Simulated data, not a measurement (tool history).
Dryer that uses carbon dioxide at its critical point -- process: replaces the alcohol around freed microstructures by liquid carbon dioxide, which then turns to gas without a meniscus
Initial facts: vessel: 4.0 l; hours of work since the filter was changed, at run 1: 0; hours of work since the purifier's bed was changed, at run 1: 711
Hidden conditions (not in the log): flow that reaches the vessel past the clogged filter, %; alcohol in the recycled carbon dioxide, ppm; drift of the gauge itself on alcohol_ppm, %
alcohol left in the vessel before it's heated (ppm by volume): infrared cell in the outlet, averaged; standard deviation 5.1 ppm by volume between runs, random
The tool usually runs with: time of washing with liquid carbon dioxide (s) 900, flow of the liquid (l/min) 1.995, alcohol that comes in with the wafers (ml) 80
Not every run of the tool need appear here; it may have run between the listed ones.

run	hour	time of washing with liquid carbon dioxide (s)	flow of the liquid (l/min)	alcohol that comes in with the wafers (ml)	hours of work since the filter was changed	hours of work since the purifier's bed was changed	alcohol left in the vessel before it's heated (ppm by volume)
1	0.0	900	1.995	80	0	711	193
2	56.9	600	1.995	80	44	755	650
3	119.3	600	1.995	80	92	803	702
4	186.1	600	1.995	80	143	854	724
5	232.7	600	1.995	80	179	890	737
6	265.3	600	1.995	80	204	915	772
7	295.2	900	1.995	51	227	938	222
8	349.4	900	1.995	51	269	980	217
9	389.9	900	1.995	106	300	1011	339
10	456.4	900	1.995	106	351	1062	358
11	497.9	900	1.995	106	383	1094	389
12	533.6	900	1.995	106	410	1121	385
13	591.6	900	1.995	106	455	1166	417
14	632.4	900	1.995	106	486	1197	434
# hour 659.5: inlet filter changed
15	683.4	900	1.995	106	18	1236	285
16	746.3	900	1.995	80	67	1284	270
# hour 774.5: purifier's bed changed
17	812.4	900	1.995	80	115	29	99
18	855.9	900	1.995	80	149	63	107
19	888.9	720	2.790	28	174	88	29
20	921.9	1380	1.660	80	199	113	44
21	979.3	900	1.995	91	244	157	162
22	1023.8	900	2.200	86	278	192	120
23	1062.5	1200	1.995	35	308	221	39
24	1124.1	1200	1.995	35	355	269	60
25	1165.0	1140	1.995	80	386	300	88
26	1195.7	900	1.995	43	410	324	140
27	1262.7	900	1.995	43	462	375	162
28	1304.8	900	1.995	43	494	408	170
# hour 1323.4: inlet filter changed
29	1368.9	900	1.995	47	35	456	117
30	1401.6	900	1.430	43	60	482	280
31	1431.5	900	1.430	43	83	505	288
32	1486.2	1380	2.620	42	125	547	76
33	1513.7	1380	2.760	96	146	568	88
34	1568.5	1380	2.760	96	189	610	97
35	1625.5	900	1.995	41	232	654	155
36	1660.2	900	1.600	80	259	680	441

Forecast each of these 5 alternatives for the next run:
A	1698.4	1020	1.995	26	288	710	?
B	1698.4	1320	3.110	113	288	710	?
C	1698.4	600	2.010	80	288	710	?
D	1698.4	1080	1.720	105	288	710	?
E	1698.4	1140	1.600	80	288	710	?

run	alcohol left in the vessel before it's heated (ppm by volume)
A	134
B	110
C	782
D	249
E	233
Without the tool's hidden state the same runs would have given:
run	alcohol left in the vessel before it's heated (ppm by volume)
A	23
B	10
C	471
D	88
E	77
